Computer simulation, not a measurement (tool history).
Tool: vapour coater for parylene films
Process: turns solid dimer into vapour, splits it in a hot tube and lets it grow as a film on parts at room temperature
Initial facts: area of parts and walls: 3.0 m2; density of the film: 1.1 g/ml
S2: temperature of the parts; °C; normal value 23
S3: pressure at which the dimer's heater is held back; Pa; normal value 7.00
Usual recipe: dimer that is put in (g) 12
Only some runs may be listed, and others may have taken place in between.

{"run": 1, "hour": 0.0, "dimer that is put in (g)": 12, "S2": 23, "S3": 7.0, "thickness of the film (µm)": 1.72}
{"run": 2, "hour": 41.6, "dimer that is put in (g)": 12, "S2": 32, "S3": 7.0, "thickness of the film (µm)": 1.34}
{"run": 3, "hour": 97.5, "dimer that is put in (g)": 12, "S2": 32, "S3": 7.0, "thickness of the film (µm)": 1.33}
{"run": 4, "hour": 142.2, "dimer that is put in (g)": 12, "S2": 32, "S3": 7.0, "thickness of the film (µm)": 1.33}
{"run": 5, "hour": 182.2, "dimer that is put in (g)": 12, "S2": 32, "S3": 7.0, "thickness of the film (µm)": 1.35}
{"run": 6, "hour": 208.7, "dimer that is put in (g)": 12, "S2": 23, "S3": 10.42, "thickness of the film (µm)": 1.63}
{"run": 7, "hour": 231.7, "dimer that is put in (g)": 12, "S2": 23, "S3": 10.42, "thickness of the film (µm)": 1.63}
{"run": 8, "hour": 257.2, "dimer that is put in (g)": 12, "S2": 23, "S3": 10.42, "thickness of the film (µm)": 1.61}
{"run": 9, "hour": 306.2, "dimer that is put in (g)": 12, "S2": 23, "S3": 10.42, "thickness of the film (µm)": 1.62}
{"hour": 342.1, "done": "trap's valve overhauled"}
{"run": 10, "hour": 344.7, "dimer that is put in (g)": 12, "S2": 23, "S3": 10.42, "thickness of the film (µm)": 1.61}
{"run": 11, "hour": 373.9, "dimer that is put in (g)": 12, "S2": 23, "S3": 10.42, "thickness of the film (µm)": 1.6}
{"run": 12, "hour": 399.6, "dimer that is put in (g)": 14, "S2": 23, "S3": 7.0, "thickness of the film (µm)": 2.01}
{"run": 13, "hour": 437.5, "dimer that is put in (g)": 12, "S2": 31, "S3": 7.0, "thickness of the film (µm)": 1.37}
{"run": 14, "hour": 478.0, "dimer that is put in (g)": 12, "S2": 31, "S3": 7.0, "thickness of the film (µm)": 1.37}
{"run": 15, "hour": 501.1, "dimer that is put in (g)": 9, "S2": 22, "S3": 3.87, "thickness of the film (µm)": 1.5}
{"run": 16, "hour": 543.2, "dimer that is put in (g)": 6, "S2": 28, "S3": 3.7, "thickness of the film (µm)": 0.84}
{"run": 17, "hour": 566.6, "dimer that is put in (g)": 6, "S2": 17, "S3": 7.0, "thickness of the film (µm)": 1.04}
{"run": 18, "hour": 617.3, "dimer that is put in (g)": 13, "S2": 19, "S3": 9.45, "thickness of the film (µm)": 2.02}
{"run": 19, "hour": 669.6, "dimer that is put in (g)": 8, "S2": 21, "S3": 2.17, "thickness of the film (µm)": 1.53}
{"run": 20, "hour": 713.3, "dimer that is put in (g)": 15, "S2": 24, "S3": 10.12, "thickness of the film (µm)": 1.99}
{"run": 21, "hour": 749.2, "dimer that is put in (g)": 12, "S2": 27, "S3": 7.0, "thickness of the film (µm)": 1.56}
{"run": 22, "hour": 787.0, "dimer that is put in (g)": 14, "S2": 24, "S3": 2.8, "thickness of the film (µm)": 2.31}
{"run": 23, "hour": 810.5, "dimer that is put in (g)": 14, "S2": 24, "S3": 2.8, "thickness of the film (µm)": 2.32}
{"run": 24, "hour": 833.6, "dimer that is put in (g)": 14, "S2": 24, "S3": 2.8, "thickness of the film (µm)": 2.33}

Each row is a separate what-if for the run after 24, all from the same tool condition, not one after another. Results?
{"run": "A", "hour": 873.0, "dimer that is put in (g)": 14, "S2": 26, "S3": 2.13, "thickness of the film (µm)": "?"}
{"run": "B", "hour": 873.0, "dimer that is put in (g)": 9, "S2": 23, "S3": 4.33, "thickness of the film (µm)": "?"}
{"run": "C", "hour": 873.0, "dimer that is put in (g)": 6, "S2": 23, "S3": 7.99, "thickness of the film (µm)": "?"}

run=A thickness_of_the_film_(µm)=2.30
run=B thickness_of_the_film_(µm)=1.42
run=C thickness_of_the_film_(µm)=0.86
Stripped of hidden state, with their random variation kept, the same runs would have yielded:
run=A thickness_of_the_film_(µm)=2.31
run=B thickness_of_the_film_(µm)=1.42
run=C thickness_of_the_film_(µm)=0.86

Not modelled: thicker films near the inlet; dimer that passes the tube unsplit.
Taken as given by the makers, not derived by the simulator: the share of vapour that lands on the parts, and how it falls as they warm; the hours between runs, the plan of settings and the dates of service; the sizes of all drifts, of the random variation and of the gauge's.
